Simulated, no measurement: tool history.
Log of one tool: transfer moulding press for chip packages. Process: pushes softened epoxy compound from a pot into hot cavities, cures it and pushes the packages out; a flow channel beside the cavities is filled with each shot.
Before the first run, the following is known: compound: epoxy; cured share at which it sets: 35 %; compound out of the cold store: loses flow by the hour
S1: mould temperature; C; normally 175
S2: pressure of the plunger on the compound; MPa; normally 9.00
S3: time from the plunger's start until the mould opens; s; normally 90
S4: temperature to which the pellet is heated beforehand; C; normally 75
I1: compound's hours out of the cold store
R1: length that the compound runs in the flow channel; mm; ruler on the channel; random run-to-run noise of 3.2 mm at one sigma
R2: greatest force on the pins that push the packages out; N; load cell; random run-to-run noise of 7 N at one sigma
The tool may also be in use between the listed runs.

run,hour,S1,S2,S3,S4,I1,R1,R2
1,0.0,175,9.00,90,75,17.5,700,480
# hour 40.6: cavities cleaned with cleaning compound and waxed
2,40.6,175,9.00,90,75,36.6,633,314
3,73.6,175,9.00,90,75,37.4,629,415
# hour 82.4: mould's thermocouples calibrated
# hour 124.3: cavities cleaned with cleaning compound and waxed
4,137.1,175,9.00,90,75,27.9,658,386
5,171.7,175,8.73,90,75,14.9,686,497
# hour 206.5: cavities cleaned with cleaning compound and waxed
6,251.3,175,9.00,90,75,18.6,673,493
# hour 289.0: cavities cleaned with cleaning compound and waxed
7,321.6,175,9.00,90,75,25.9,649,462
# hour 357.1: plunger's sealing rings changed
# hour 374.9: cavities cleaned with cleaning compound and waxed
8,395.3,175,10.43,90,75,8.2,798,428
9,436.2,175,10.43,90,75,46.4,659,503
# hour 459.8: cavities cleaned with cleaning compound and waxed
10,481.5,175,10.43,90,75,28.3,718,422
# hour 505.0: mould's thermocouples calibrated, once more
# hour 546.8: cavities cleaned with cleaning compound and waxed
11,549.5,175,9.00,90,75,14.8,705,342
12,586.2,175,9.00,90,75,22.8,676,440
# hour 631.2: cavities cleaned with cleaning compound and waxed
13,631.2,175,9.00,90,75,21.1,672,300
14,688.8,174,9.21,85,75,45.0,606,525
# hour 719.6: cavities cleaned with cleaning compound and waxed
15,769.8,171,9.21,94,82,43.2,616,506
# hour 801.7: cavities cleaned with cleaning compound and waxed
# hour 840.5: plunger's sealing rings changed
16,845.1,170,7.50,73,76,34.3,612,957
17,881.3,170,7.50,73,76,8.8,685,1207
# hour 888.3: cavities cleaned with cleaning compound and waxed
18,938.9,170,7.50,73,76,35.5,601,1004
# hour 971.2: cavities cleaned with cleaning compound and waxed
19,990.6,179,10.24,73,76,41.6,648,418

Run 20 comes next. What will it give?
# hour 1053.5: cavities cleaned with cleaning compound and waxed
20,1056.4,179,10.24,73,76,42.5,?,?

Logged for run 20: R1 641 mm, R2 359 N.
On a tool with no hidden condition, and with the same random variation, this run would have come out at R1 657 mm, R2 329 N.
